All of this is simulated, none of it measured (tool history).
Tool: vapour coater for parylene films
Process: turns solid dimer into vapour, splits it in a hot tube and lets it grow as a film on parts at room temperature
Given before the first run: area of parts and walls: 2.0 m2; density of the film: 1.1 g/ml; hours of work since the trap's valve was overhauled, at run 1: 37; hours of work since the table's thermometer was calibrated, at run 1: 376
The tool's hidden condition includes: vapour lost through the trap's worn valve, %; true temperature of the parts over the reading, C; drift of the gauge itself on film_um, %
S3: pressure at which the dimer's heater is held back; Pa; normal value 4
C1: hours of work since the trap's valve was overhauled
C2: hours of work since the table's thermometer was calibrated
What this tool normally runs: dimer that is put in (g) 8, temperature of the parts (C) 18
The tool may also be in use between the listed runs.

run 1 hour=0 | dimer_that_is_put_in_(g)=8 temperature_of_the_parts_(C)=18 S3=4 | C1=37 C2=376 | thickness_of_the_film_(um)=2.57
run 2 hour=32.5 | dimer_that_is_put_in_(g)=8 temperature_of_the_parts_(C)=18 S3=4 | C1=58 C2=397 | thickness_of_the_film_(um)=2.56
run 3 hour=53.2 | dimer_that_is_put_in_(g)=8 temperature_of_the_parts_(C)=16 S3=4 | C1=71 C2=411 | thickness_of_the_film_(um)=2.86
run 4 hour=92 | dimer_that_is_put_in_(g)=8 temperature_of_the_parts_(C)=16 S3=4 | C1=96 C2=436 | thickness_of_the_film_(um)=2.85
run 5 hour=136.1 | dimer_that_is_put_in_(g)=8 temperature_of_the_parts_(C)=16 S3=4 | C1=125 C2=464 | thickness_of_the_film_(um)=2.82
run 6 hour=162.4 | dimer_that_is_put_in_(g)=8 temperature_of_the_parts_(C)=18 S3=4 | C1=142 C2=481 | thickness_of_the_film_(um)=2.55
run 7 hour=201.6 | dimer_that_is_put_in_(g)=8 temperature_of_the_parts_(C)=18 S3=4 | C1=167 C2=507 | thickness_of_the_film_(um)=2.54
run 8 hour=232.8 | dimer_that_is_put_in_(g)=8 temperature_of_the_parts_(C)=18 S3=3.84 | C1=187 C2=527 | thickness_of_the_film_(um)=2.53
run 9 hour=279.7 | dimer_that_is_put_in_(g)=8 temperature_of_the_parts_(C)=18 S3=3.84 | C1=218 C2=557 | thickness_of_the_film_(um)=2.52
run 10 hour=317.6 | dimer_that_is_put_in_(g)=8 temperature_of_the_parts_(C)=18 S3=3.84 | C1=242 C2=582 | thickness_of_the_film_(um)=2.52
run 11 hour=365.4 | dimer_that_is_put_in_(g)=8 temperature_of_the_parts_(C)=18 S3=3.84 | C1=273 C2=612 | thickness_of_the_film_(um)=2.52
run 12 hour=399.5 | dimer_that_is_put_in_(g)=8 temperature_of_the_parts_(C)=18 S3=3.84 | C1=295 C2=634 | thickness_of_the_film_(um)=2.5
run 13 hour=438.9 | dimer_that_is_put_in_(g)=8 temperature_of_the_parts_(C)=18 S3=3.84 | C1=320 C2=660 | thickness_of_the_film_(um)=2.48
run 14 hour=461 | dimer_that_is_put_in_(g)=5 temperature_of_the_parts_(C)=18 S3=4 | C1=335 C2=674 | thickness_of_the_film_(um)=1.55
run 15 hour=488.1 | dimer_that_is_put_in_(g)=13 temperature_of_the_parts_(C)=18 S3=4 | C1=352 C2=692 | thickness_of_the_film_(um)=4
run 16 hour=536.1 | dimer_that_is_put_in_(g)=13 temperature_of_the_parts_(C)=16 S3=11.12 | C1=383 C2=723 | thickness_of_the_film_(um)=3.95
run 17 hour=576 | dimer_that_is_put_in_(g)=13 temperature_of_the_parts_(C)=16 S3=11.12 | C1=409 C2=748 | thickness_of_the_film_(um)=3.89
run 18 hour=599.8 | dimer_that_is_put_in_(g)=4 temperature_of_the_parts_(C)=14 S3=4 | C1=424 C2=764 | thickness_of_the_film_(um)=1.48
run 19 hour=629 | dimer_that_is_put_in_(g)=11 temperature_of_the_parts_(C)=26 S3=11.09 | C1=443 C2=783 | thickness_of_the_film_(um)=1.98
run 20 hour=657.3 | dimer_that_is_put_in_(g)=5 temperature_of_the_parts_(C)=18 S3=4 | C1=461 C2=801 | thickness_of_the_film_(um)=1.51
run 21 hour=694.1 | dimer_that_is_put_in_(g)=14 temperature_of_the_parts_(C)=15 S3=8.31 | C1=485 C2=825 | thickness_of_the_film_(um)=4.53
run 22 hour=722.5 | dimer_that_is_put_in_(g)=6 temperature_of_the_parts_(C)=15 S3=9.74 | C1=503 C2=843 | thickness_of_the_film_(um)=1.89
run 23 hour=744.8 | dimer_that_is_put_in_(g)=5 temperature_of_the_parts_(C)=21 S3=4 | C1=518 C2=857 | thickness_of_the_film_(um)=1.3
run 24 hour=770.5 | dimer_that_is_put_in_(g)=5 temperature_of_the_parts_(C)=24 S3=4.82 | C1=534 C2=874 | thickness_of_the_film_(um)=1.09
run 25 hour=805.4 | dimer_that_is_put_in_(g)=4 temperature_of_the_parts_(C)=15 S3=4.64 | C1=557 C2=896 | thickness_of_the_film_(um)=1.36
run 26 hour=838.7 | dimer_that_is_put_in_(g)=10 temperature_of_the_parts_(C)=13 S3=6.89 | C1=578 C2=918 | thickness_of_the_film_(um)=3.56
run 27 hour=865.1 | dimer_that_is_put_in_(g)=10 temperature_of_the_parts_(C)=13 S3=6.89 | C1=595 C2=935 | thickness_of_the_film_(um)=3.58
run 28 hour=901.3 | dimer_that_is_put_in_(g)=10 temperature_of_the_parts_(C)=13 S3=6.89 | C1=619 C2=958 | thickness_of_the_film_(um)=3.55

For each run, the measured value with the value that run would have given without the tool's hidden condition subtracted. The run-to-run variation is shared by both, the gauge scatter possibly not:
run=1 thickness_of_the_film_(um)=-0.02
run=2 thickness_of_the_film_(um)=-0.03
run=3 thickness_of_the_film_(um)=-0.04
run=4 thickness_of_the_film_(um)=-0.05
run=5 thickness_of_the_film_(um)=-0.06
run=6 thickness_of_the_film_(um)=-0.06
run=7 thickness_of_the_film_(um)=-0.07
run=8 thickness_of_the_film_(um)=-0.08
run=9 thickness_of_the_film_(um)=-0.09
run=10 thickness_of_the_film_(um)=-0.11
run=11 thickness_of_the_film_(um)=-0.11
run=12 thickness_of_the_film_(um)=-0.13
run=13 thickness_of_the_film_(um)=-0.14
run=14 thickness_of_the_film_(um)=-0.08
run=15 thickness_of_the_film_(um)=-0.24
run=16 thickness_of_the_film_(um)=-0.26
run=17 thickness_of_the_film_(um)=-0.27
run=18 thickness_of_the_film_(um)=-0.11
run=19 thickness_of_the_film_(um)=-0.15
run=20 thickness_of_the_film_(um)=-0.12
run=21 thickness_of_the_film_(um)=-0.38
run=22 thickness_of_the_film_(um)=-0.16
run=23 thickness_of_the_film_(um)=-0.11
run=24 thickness_of_the_film_(um)=-0.09
run=25 thickness_of_the_film_(um)=-0.13
run=26 thickness_of_the_film_(um)=-0.35
run=27 thickness_of_the_film_(um)=-0.36
run=28 thickness_of_the_film_(um)=-0.37

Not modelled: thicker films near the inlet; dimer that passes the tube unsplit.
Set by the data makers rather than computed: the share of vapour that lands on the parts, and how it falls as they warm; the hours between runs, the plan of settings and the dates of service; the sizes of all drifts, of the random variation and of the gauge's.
